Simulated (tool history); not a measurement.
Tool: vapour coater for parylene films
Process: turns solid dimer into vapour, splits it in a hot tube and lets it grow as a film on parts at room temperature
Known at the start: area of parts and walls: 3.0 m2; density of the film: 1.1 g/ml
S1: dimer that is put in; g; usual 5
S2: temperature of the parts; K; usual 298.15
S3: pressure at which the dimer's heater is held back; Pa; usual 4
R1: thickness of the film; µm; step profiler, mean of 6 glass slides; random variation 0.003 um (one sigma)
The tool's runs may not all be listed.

run,day,S1,S2,S3,R1
1,0,5,298.15,4,0.789
2,2.4,5,298.15,4,0.786
3,4.9,5,303.15,4,0.723
4,7.279,3,303.15,4,0.44
5,8.608,3,303.15,4,0.438
6,9.954,3,303.15,2.71,0.473
# day 11.208: trap's valve overhauled
7,12.617,3,303.15,2.71,0.476
8,14.6,8,298.15,4,1.277
9,17,5,298.15,4,0.797
10,18.762,5,298.15,4,0.803
11,21.3,7,304.15,5.73,0.947
12,23.612,2,298.15,11.41,0.265
# day 24.75: gauge calibrated
13,25.738,2,298.15,11.41,0.255
# day 27.488: trap's valve overhauled
14,27.508,5,296.15,4,0.814
15,28.804,4,295.15,4,0.662
16,31.292,2,296.15,11.49,0.266
17,32.896,5,308.15,3.68,0.679
18,34.475,5,310.15,4.99,0.622
19,36.579,5,310.15,4.99,0.626
20,38.912,5,310.15,4.99,0.624

Forecast each of these 5 alternatives for the next run:
A,41.058,5,310.15,6.63,?
B,41.058,5,310.15,8.11,?
C,41.058,5,292.15,4.99,?
D,41.058,5,310.15,4.87,?
E,41.058,5,305.15,4.99,?

run,R1
A,0.598
B,0.562
C,0.846
D,0.629
E,0.683
Without the tool's hidden state the same runs would have given:
run,R1
A,0.589
B,0.553
C,0.832
D,0.619
E,0.672
